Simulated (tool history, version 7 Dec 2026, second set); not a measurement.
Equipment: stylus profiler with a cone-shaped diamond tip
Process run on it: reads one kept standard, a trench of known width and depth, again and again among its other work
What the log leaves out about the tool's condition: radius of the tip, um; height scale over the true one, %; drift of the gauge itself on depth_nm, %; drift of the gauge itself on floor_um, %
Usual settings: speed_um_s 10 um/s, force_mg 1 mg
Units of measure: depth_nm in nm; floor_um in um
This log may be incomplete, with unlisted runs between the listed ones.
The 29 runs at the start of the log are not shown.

run    hour  speed_um_s  force_mg  scans with this tip  hours of work since the height scale was calibrated  depth_nm  floor_um
 30    1611           5      2.56                15825                                                  483    100.88     27.16
 31  1661.6           5      2.56                16160                                                  514    100.92     27.22
 32  1729.7          18      0.85                16611                                                  555     100.5     27.07
 33  1778.1           2       0.7                16931                                                  585    100.45     27.09
 34  1843.1           2       0.7                17361                                                  625    100.46      27.1
 35  1894.7           2       0.7                17703                                                  656    100.46     27.13
 36    1947          18      1.95                18049                                                  688    100.79      27.1
 37  1989.8          30       2.7                18332                                                  714    100.99     27.08
 38  2045.9          30       2.7                18703                                                  749    100.98     27.05
 39  2084.9           3       0.6                18962                                                  773    100.44     27.06
 40    2161           2      0.89                19465                                                  819    100.54     27.07
 41  2209.4           7      0.96                19785                                                  849    100.57     27.02
 42  2287.7          18       2.2                20303                                                  897    100.89     27.01
 43  2339.9           5      0.87                20649                                                  929    100.54     27.06

Below are 4 alternative next runs, each starting from the tool's condition after run 43. Predict each:
  A  2381.7          21      1.61                20925                                                  954         ?         ?
  B  2381.7          12      1.11                20925                                                  954         ?         ?
  C  2381.7          10      0.87                20925                                                  954         ?         ?
  D  2381.7          21      1.19                20925                                                  954         ?         ?

run  depth_nm  floor_um
  A    100.75     26.96
  B    100.67     26.97
  C    100.58     26.96
  D    100.67     26.98
Stripped of hidden state, with their random variation kept, the same runs would have yielded:
run  depth_nm  floor_um
  A    100.57     27.96
  B    100.49     27.97
  C    100.41     27.96
  D     100.5     27.98
